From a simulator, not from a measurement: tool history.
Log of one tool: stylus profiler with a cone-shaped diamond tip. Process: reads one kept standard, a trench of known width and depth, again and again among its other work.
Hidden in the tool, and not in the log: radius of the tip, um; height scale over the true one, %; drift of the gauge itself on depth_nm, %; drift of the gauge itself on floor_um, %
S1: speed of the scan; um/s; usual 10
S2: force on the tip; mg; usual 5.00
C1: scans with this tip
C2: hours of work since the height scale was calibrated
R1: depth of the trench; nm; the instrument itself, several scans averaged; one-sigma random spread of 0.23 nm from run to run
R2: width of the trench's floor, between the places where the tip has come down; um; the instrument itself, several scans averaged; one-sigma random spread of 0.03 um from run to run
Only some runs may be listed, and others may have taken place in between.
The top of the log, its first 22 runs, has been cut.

| run | hour | S1 | S2 | C1 | C2 | R1 | R2 |
|---|---|---|---|---|---|---|---|
| 23 | 1951.9 | 10 | 5.00 | 503 | 42 | 1012.37 | 26.02 |
| 24 | 2068.6 | 10 | 1.71 | 1271 | 105 | 1006.04 | 25.91 |
| 25 | 2119.0 | 10 | 1.71 | 1602 | 133 | 1005.54 | 26.00 |
| 26 | 2241.1 | 10 | 11.13 | 2405 | 199 | 1021.31 | 26.02 |
| 27 | 2332.0 | 10 | 4.69 | 3002 | 249 | 1012.12 | 25.94 |
| 28 | 2417.4 | 10 | 4.69 | 3563 | 295 | 1011.79 | 26.04 |
| 29 | 2521.1 | 10 | 3.94 | 4245 | 352 | 1010.46 | 25.94 |
| 30 | 2570.7 | 14 | 1.73 | 4572 | 379 | 1006.08 | 26.01 |
| 31 | 2638.8 | 9 | 1.85 | 5019 | 416 | 1006.18 | 25.96 |
| 32 | 2745.7 | 9 | 5.32 | 5722 | 474 | 1012.95 | 26.01 |
| 33 | 2837.8 | 9 | 5.32 | 6327 | 524 | 1013.13 | 25.99 |
| 34 | 2922.9 | 10 | 3.36 | 6887 | 571 | 1009.41 | 25.96 |
| 35 | 2987.6 | 10 | 3.36 | 7312 | 606 | 1009.31 | 26.02 |
| 36 | 3093.7 | 8 | 2.90 | 8010 | 664 | 1008.56 | 26.00 |
| 37 | 3180.8 | 8 | 2.90 | 8582 | 711 | 1008.43 | 25.95 |
| 38 | 3276.3 | 31 | 5.87 | 9210 | 763 | 1013.68 | 26.02 |
| 39 | 3361.3 | 31 | 5.87 | 9769 | 810 | 1013.44 | 25.97 |
| 40 | 3476.4 | 33 | 5.87 | 10526 | 872 | 1013.81 | 25.94 |
| 41 | 3569.0 | 10 | 3.48 | 11134 | 923 | 1009.45 | 25.94 |
| 42 | 3660.4 | 4 | 5.00 | 11735 | 973 | 1012.21 | 25.96 |
| 43 | 3740.0 | 11 | 11.67 | 12259 | 1016 | 1021.61 | 25.98 |
| 44 | 3828.1 | 2 | 3.20 | 12838 | 1064 | 1008.86 | 25.98 |
| 45 | 3886.8 | 34 | 9.00 | 13223 | 1096 | 1018.31 | 25.96 |
|  | 3927.3 | height scale calibrated on a step standard |
| 46 | 3971.4 | 34 | 9.00 | 13777 | 24 | 1018.01 | 25.94 |
| 47 | 4024.9 | 2 | 9.36 | 14128 | 53 | 1019.08 | 25.96 |

Below are 3 alternative next runs, each starting from the tool's condition after run 47. Predict each:
| A | 4139.3 | 7 | 3.92 | 14880 | 116 | ? | ? |
| B | 4139.3 | 28 | 9.71 | 14880 | 116 | ? | ? |
| C | 4139.3 | 2 | 7.37 | 14880 | 116 | ? | ? |

| run | R1 | R2 |
|---|---|---|
| A | 1010.18 | 26.02 |
| B | 1019.20 | 25.96 |
| C | 1016.05 | 25.98 |
Without the tool's unlogged condition, the same runs would have read:
| run | R1 | R2 |
|---|---|---|
| A | 1010.18 | 26.04 |
| B | 1019.19 | 25.99 |
| C | 1016.05 | 26.00 |
